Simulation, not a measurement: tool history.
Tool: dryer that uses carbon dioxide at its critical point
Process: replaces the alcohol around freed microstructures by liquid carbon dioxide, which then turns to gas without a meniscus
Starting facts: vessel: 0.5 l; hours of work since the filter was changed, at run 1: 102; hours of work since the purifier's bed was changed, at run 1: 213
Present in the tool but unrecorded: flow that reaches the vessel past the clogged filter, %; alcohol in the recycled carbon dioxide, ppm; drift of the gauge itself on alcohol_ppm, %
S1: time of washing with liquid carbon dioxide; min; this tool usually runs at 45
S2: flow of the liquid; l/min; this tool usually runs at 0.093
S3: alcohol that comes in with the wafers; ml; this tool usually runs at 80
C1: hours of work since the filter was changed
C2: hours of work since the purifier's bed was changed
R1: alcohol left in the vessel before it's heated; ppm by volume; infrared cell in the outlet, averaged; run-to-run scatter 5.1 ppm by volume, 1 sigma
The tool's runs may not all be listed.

run     day  S1      S2   S3   C1   C2    R1
  1       0  45   0.093   80  102  213   142
  2   0.696  45   0.093   80  111  222   143
  3   1.112  45   0.093   83  117  228   141
  4   1.783  45  0.0888   83  125  236   176
  5   2.429  45   0.093   80  134  245   143
  6   2.804  45   0.093   80  139  249   150
  7   3.508  45   0.093   80  148  259   147
  8   4.075  45   0.093   80  155  266   161
  9   4.742  45   0.093   80  164  274   160
 10   5.117  45   0.093   80  169  279   168
 11   5.433  45   0.093   80  173  283   166
 12       6  27   0.093   80  180  291  1802
 13   6.592  27   0.093   80  188  298  1780
 14   7.079  45   0.093   80  194  305   169
 15   7.467  45   0.093   80  199  310   179
 16   8.188  45   0.093   80  208  319   187
      8.583  -- inlet filter changed
 17   8.808  45   0.093   80    3  327   157
 18    9.25  45   0.093   80    9  332   151
 19   9.792  45   0.093   80   16  339   159
 20  10.383  61   0.093   80   23  347   101
 21  10.908  61   0.093   80   30  354   105
 22  11.562  45  0.0953   80   39  362   149
 23  11.946  45  0.0953   80   44  367   156
 24  12.588  45  0.0953   80   52  376   164
 25  13.338  58   0.093   80   62  385   119
 26  13.792  46   0.102   50   67  391   132
 27  14.275  32   0.102   28   74  397   242
 28  15.021  32   0.102   28   83  407   245
 29  15.738  32   0.102   28   93  416   244
 30  16.279  30  0.0624   26  100  423  1879
 31  16.729  30  0.0624   26  106  429  1850
 32  17.454  32  0.0602   80  115  439  4986
 33  18.125  59  0.0602   80  124  447   381
 34  18.804  59  0.0602   80  132  456   398
 35  19.475  59  0.0602   80  141  465   412
 36  20.233  59  0.0602   80  151  475   420
 37  20.617  32  0.0823   38  156  480   798
 38  21.379  41  0.1167   57  166  489   168
 39  21.992  28  0.1169  102  174  497   659
 40  22.358  28  0.1169  102  178  502   661
 41  23.117  28  0.1169  102  188  512   674
 42  23.471  28  0.1433   23  193  516   175
 43  23.925  28  0.1433   23  199  522   187
 44  24.621  56  0.0653   23  208  531   234
     25.054  -- inlet filter changed
 45  25.242  30  0.1175   45    2  539   253
 46  25.875  32  0.0561   58   11  547  4174

Pick out some run-to-run changes in R1. Of each, how much would a tool without hidden state show as well, from the settings, what came in and chance, and how much is left for the hidden state and any gauge scatter not in both results compared?
Run 11 -> 12: S1 45 -> 27. R1 +1636 ppm by volume: hidden state +383, all else +1253.
Run 31 -> 32: S1 30 -> 32, S2 0.0624 -> 0.0602, S3 26 -> 80. R1 +3136 ppm by volume: hidden state +412, all else +2724.
Run 32 -> 33: S1 32 -> 59. R1 -4605 ppm by volume: hidden state -542, all else -4063.
Run 45 -> 46: S1 30 -> 32, S2 0.1175 -> 0.0561, S3 45 -> 58. R1 +3921 ppm by volume: hidden state +74, all else +3847.

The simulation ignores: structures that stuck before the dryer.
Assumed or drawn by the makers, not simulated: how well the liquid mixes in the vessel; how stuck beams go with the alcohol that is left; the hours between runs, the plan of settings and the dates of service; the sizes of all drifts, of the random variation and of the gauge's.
